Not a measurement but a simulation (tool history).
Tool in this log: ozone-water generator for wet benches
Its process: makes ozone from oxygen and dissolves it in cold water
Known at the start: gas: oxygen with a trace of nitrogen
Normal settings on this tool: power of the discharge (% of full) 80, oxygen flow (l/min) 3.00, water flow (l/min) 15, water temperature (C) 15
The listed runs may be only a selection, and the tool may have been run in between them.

run	hour	power of the discharge (% of full)	oxygen flow (l/min)	water flow (l/min)	water temperature (C)	dissolved ozone (ppm)	ozone in the gas ahead of the water (g/m3)
1	0.0	80	3.00	15	15	22.0	237.4
2	103.0	80	3.00	15	15	22.1	235.6
3	169.8	80	3.00	15	14	21.9	237.9
4	266.9	80	3.00	15	15	21.5	235.8
5	335.6	80	3.57	15	15	22.1	214.3
6	435.4	80	3.00	15	15	21.7	238.3
7	503.4	80	3.00	15	15	22.1	238.7
8	568.6	80	3.00	15	15	22.1	237.5
9	680.8	80	3.00	15	15	21.8	237.7
10	756.4	80	3.00	15	15	21.6	235.5
11	852.9	80	3.00	15	15	21.4	236.5
12	920.5	80	3.00	15	15	21.5	235.6
13	987.2	80	3.00	15	15	21.3	235.6
14	1055.3	80	3.00	15	15	21.8	236.0
15	1112.3	80	3.00	15	14	21.7	237.0
16	1210.2	80	3.00	15	19	20.4	236.7
17	1293.4	96	4.41	13	7	31.5	215.1
18	1363.9	42	1.50	13	10	14.3	210.7
19	1415.8	42	2.16	13	12	14.8	169.1
20	1516.2	42	2.16	13	12	14.6	170.1
21	1574.3	80	2.00	16	15	19.4	296.7
22	1656.2	80	3.00	15	15	21.4	232.1
23	1766.1	80	3.00	15	15	21.4	233.8
24	1843.0	52	3.00	15	15	15.1	166.1
25	1953.4	52	3.00	21	23	10.1	165.4
26	2061.7	70	2.92	22	9	14.1	211.5
27	2122.2	80	2.24	21	15	14.7	274.4
28	2170.0	53	4.53	21	15	11.6	130.8
29	2245.4	53	4.53	21	15	11.7	131.7
30	2346.6	53	2.43	21	15	10.5	190.3
31	2463.3	71	2.79	13	22	19.8	220.8
32	2515.8	80	3.00	15	21	19.4	229.4

Forecast each of these 3 alternatives for the next run:
A	2608.9	55	3.00	15	21	?	?
B	2608.9	80	3.00	15	21	?	?
C	2608.9	80	5.11	19	21	?	?

run	dissolved ozone (ppm)	ozone in the gas ahead of the water (g/m3)
A	14.5	172.9
B	19.6	229.9
C	16.0	167.0
Take away the tool's hidden state, keep each run's random variation, and the runs would have read:
run	dissolved ozone (ppm)	ozone in the gas ahead of the water (g/m3)
A	15.4	178.0
B	21.1	239.3
C	17.2	173.8

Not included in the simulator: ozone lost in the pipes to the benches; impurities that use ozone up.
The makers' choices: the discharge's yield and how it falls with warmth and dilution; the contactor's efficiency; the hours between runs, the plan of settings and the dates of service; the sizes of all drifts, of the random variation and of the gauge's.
